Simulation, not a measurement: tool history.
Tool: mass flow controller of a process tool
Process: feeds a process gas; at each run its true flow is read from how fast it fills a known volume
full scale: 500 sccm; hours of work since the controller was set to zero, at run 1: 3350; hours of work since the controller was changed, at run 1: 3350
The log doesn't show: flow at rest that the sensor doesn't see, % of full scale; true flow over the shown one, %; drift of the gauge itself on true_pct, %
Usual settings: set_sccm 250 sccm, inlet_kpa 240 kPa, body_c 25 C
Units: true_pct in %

| run | hour | set_sccm | inlet_kpa | body_c | hours of work since the controller was set to zero | hours of work since the controller was changed | true_pct |
|---|---|---|---|---|---|---|---|
| 1 | 0 | 250 | 240 | 25 | 3350 | 3350 | 99.45 |
| 2 | 213.4 | 250 | 240 | 25 | 3446 | 3446 | 99.39 |
| 3 | 308.6 | 250 | 240 | 25 | 3489 | 3489 | 99.59 |
| 4 | 457.2 | 250 | 240 | 29 | 3557 | 3557 | 99.33 |
| 5 | 595.4 | 250 | 240 | 29 | 3619 | 3619 | 99.34 |
| 6 | 735.6 | 250 | 240 | 25 | 3683 | 3683 | 99.43 |
| 7 | 825.4 | 250 | 240 | 25 | 3723 | 3723 | 99.33 |
| 8 | 1024.1 | 250 | 240 | 25 | 3813 | 3813 | 99.46 |
| 9 | 1165 | 250 | 240 | 22 | 3877 | 3877 | 99.65 |
| 10 | 1325.6 | 54 | 240 | 22 | 3949 | 3949 | 99.17 |
| 11 | 1482.3 | 54 | 240 | 22 | 4020 | 4020 | 99.22 |
| 12 | 1601.6 | 54 | 240 | 22 | 4074 | 4074 | 99.15 |
| 13 | 1736.1 | 54 | 240 | 22 | 4135 | 4135 | 99.09 |
| 14 | 1934.2 | 58 | 207 | 22 | 4225 | 4225 | 99.27 |
| 15 | 2120 | 482 | 206 | 36 | 4309 | 4309 | 99.79 |
| 16 | 2335.9 | 83 | 194 | 25 | 4407 | 4407 | 99.16 |
| 17 | 2428.8 | 54 | 254 | 25 | 4449 | 4449 | 98.93 |
| 18 | 2554.1 | 54 | 254 | 25 | 4505 | 4505 | 99.08 |
| 19 | 2758.8 | 197 | 235 | 31 | 4598 | 4598 | 99.15 |
| 20 | 2945.3 | 250 | 235 | 31 | 4682 | 4682 | 99.37 |
| 21 | 3051.2 | 250 | 235 | 31 | 4730 | 4730 | 99.36 |
| 22 | 3164.9 | 87 | 224 | 26 | 4782 | 4782 | 99.21 |
| 23 | 3321.2 | 83 | 214 | 38 | 4852 | 4852 | 98.83 |

Forecast each of these 5 alternatives for the next run:
| A | 3472 | 110 | 140 | 35 | 4921 | 4921 | ? |
| B | 3472 | 250 | 183 | 35 | 4921 | 4921 | ? |
| C | 3472 | 150 | 262 | 38 | 4921 | 4921 | ? |
| D | 3472 | 83 | 189 | 38 | 4921 | 4921 | ? |
| E | 3472 | 363 | 214 | 21 | 4921 | 4921 | ? |

| run | true_pct |
|---|---|
| A | 99.05 |
| B | 99.27 |
| C | 98.9 |
| D | 98.89 |
| E | 99.82 |
Without the tool's hidden state the same runs would have given:
| run | true_pct |
|---|---|
| A | 99.03 |
| B | 99.25 |
| C | 98.88 |
| D | 98.86 |
| E | 99.8 |
